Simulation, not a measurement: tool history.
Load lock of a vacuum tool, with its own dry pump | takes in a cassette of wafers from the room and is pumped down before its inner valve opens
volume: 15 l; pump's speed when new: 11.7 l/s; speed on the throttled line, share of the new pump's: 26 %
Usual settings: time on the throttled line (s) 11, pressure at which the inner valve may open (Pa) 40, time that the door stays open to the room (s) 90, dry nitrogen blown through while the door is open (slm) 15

run	hour	time on the throttled line (s)	pressure at which the inner valve may open (Pa)	time that the door stays open to the room (s)	dry nitrogen blown through while the door is open (slm)	incoming humidity of the room's air, %	time from the closed door until the inner valve may open (s)	rise of the pressure with all valves shut (Pa/min)
1	0.0	11	40	90	15	41.0	18.2	0.046
2	237.0	11	40	90	15	43.8	18.3	0.052
3	346.3	11	40	90	15	46.8	18.3	0.052
4	517.5	11	40	90	15	42.1	18.1	0.056
5	671.7	11	40	90	15	43.7	17.9	0.051
6	814.4	11	40	90	15	46.7	18.2	0.057
7	916.5	11	40	90	15	44.2	18.3	0.051
8	1110.5	8	68	90	20	46.0	15.2	0.046
9	1256.5	8	68	90	20	45.2	15.1	0.050
10	1388.2	8	68	90	20	44.2	15.3	0.048
11	1555.0	8	68	90	20	43.9	15.5	0.053

Forecast each of these 4 alternatives for the next run:
A	1753.9	11	40	90	11	45.5	?	?
B	1753.9	11	30	90	15	43.4	?	?
C	1753.9	11	63	75	42	42.9	?	?
D	1753.9	11	40	143	8	48.9	?	?

run	time from the closed door until the inner valve may open (s)	rise of the pressure with all valves shut (Pa/min)
A	18.3	0.062
B	18.6	0.048
C	17.7	0.034
D	18.2	0.094
Without the tool's hidden state the same runs would have given:
run	time from the closed door until the inner valve may open (s)	rise of the pressure with all valves shut (Pa/min)
A	18.3	0.062
B	18.6	0.048
C	17.7	0.034
D	18.2	0.094
